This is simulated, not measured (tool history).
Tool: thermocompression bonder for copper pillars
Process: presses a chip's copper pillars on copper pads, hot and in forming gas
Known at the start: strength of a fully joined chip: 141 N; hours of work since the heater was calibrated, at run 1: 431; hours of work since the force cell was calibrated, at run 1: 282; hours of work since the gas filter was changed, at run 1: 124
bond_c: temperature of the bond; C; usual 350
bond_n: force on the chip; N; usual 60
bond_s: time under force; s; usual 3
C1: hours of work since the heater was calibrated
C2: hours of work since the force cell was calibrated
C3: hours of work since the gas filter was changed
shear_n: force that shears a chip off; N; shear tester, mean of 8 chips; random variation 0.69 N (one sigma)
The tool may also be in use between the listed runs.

{"run": 1, "hour": 0.0, "bond_c": 350, "bond_n": 60, "bond_s": 3, "C1": 431, "C2": 282, "C3": 124, "shear_n": 51.3}
{"run": 2, "hour": 7.7, "bond_c": 350, "bond_n": 60, "bond_s": 3, "C1": 435, "C2": 286, "C3": 129, "shear_n": 51.4}
{"run": 3, "hour": 18.1, "bond_c": 350, "bond_n": 60, "bond_s": 3, "C1": 442, "C2": 293, "C3": 135, "shear_n": 51.3}
{"run": 4, "hour": 30.5, "bond_c": 350, "bond_n": 60, "bond_s": 3, "C1": 449, "C2": 300, "C3": 143, "shear_n": 51.3}
{"run": 5, "hour": 42.8, "bond_c": 350, "bond_n": 60, "bond_s": 3, "C1": 457, "C2": 308, "C3": 150, "shear_n": 50.7}
{"hour": 53.0, "done": "forming gas filter changed"}
{"run": 6, "hour": 55.6, "bond_c": 350, "bond_n": 60, "bond_s": 3, "C1": 464, "C2": 315, "C3": 2, "shear_n": 56.7}
{"run": 7, "hour": 62.8, "bond_c": 350, "bond_n": 60, "bond_s": 3, "C1": 468, "C2": 319, "C3": 6, "shear_n": 55.5}
{"run": 8, "hour": 73.4, "bond_c": 350, "bond_n": 60, "bond_s": 3, "C1": 475, "C2": 326, "C3": 12, "shear_n": 56.8}
{"run": 9, "hour": 80.4, "bond_c": 350, "bond_n": 60, "bond_s": 3, "C1": 479, "C2": 330, "C3": 17, "shear_n": 54}
{"run": 10, "hour": 93.1, "bond_c": 350, "bond_n": 60, "bond_s": 3, "C1": 487, "C2": 338, "C3": 24, "shear_n": 54.9}
{"run": 11, "hour": 105.9, "bond_c": 350, "bond_n": 38, "bond_s": 2, "C1": 495, "C2": 346, "C3": 32, "shear_n": 28.9}
{"run": 12, "hour": 118.4, "bond_c": 350, "bond_n": 39, "bond_s": 5, "C1": 502, "C2": 353, "C3": 40, "shear_n": 44}
{"run": 13, "hour": 125.0, "bond_c": 350, "bond_n": 69, "bond_s": 5, "C1": 506, "C2": 357, "C3": 44, "shear_n": 74.7}
{"run": 14, "hour": 134.2, "bond_c": 350, "bond_n": 55, "bond_s": 2, "C1": 512, "C2": 363, "C3": 49, "shear_n": 43.5}
{"run": 15, "hour": 147.3, "bond_c": 350, "bond_n": 79, "bond_s": 2, "C1": 520, "C2": 371, "C3": 57, "shear_n": 58.9}
{"run": 16, "hour": 157.4, "bond_c": 379, "bond_n": 60, "bond_s": 3, "C1": 526, "C2": 377, "C3": 63, "shear_n": 73.5}
{"run": 17, "hour": 163.5, "bond_c": 379, "bond_n": 60, "bond_s": 3, "C1": 529, "C2": 380, "C3": 67, "shear_n": 73.8}
{"run": 18, "hour": 171.6, "bond_c": 359, "bond_n": 69, "bond_s": 5, "C1": 534, "C2": 385, "C3": 72, "shear_n": 78.9}
{"run": 19, "hour": 181.1, "bond_c": 359, "bond_n": 69, "bond_s": 5, "C1": 540, "C2": 391, "C3": 78, "shear_n": 78.7}
{"run": 20, "hour": 191.9, "bond_c": 341, "bond_n": 69, "bond_s": 5, "C1": 547, "C2": 398, "C3": 84, "shear_n": 64.5}

Hidden state at the last listed run before each entry between runs and at the first one after, where it differs:
Between runs 5 and 6: forming gas filter changed (hour 53)
  oxide that the forming gas leaves, % of the face: 10.47 -> 0.68
  measured less the result without the state, shear_n: -3.8 -> +1.8 N

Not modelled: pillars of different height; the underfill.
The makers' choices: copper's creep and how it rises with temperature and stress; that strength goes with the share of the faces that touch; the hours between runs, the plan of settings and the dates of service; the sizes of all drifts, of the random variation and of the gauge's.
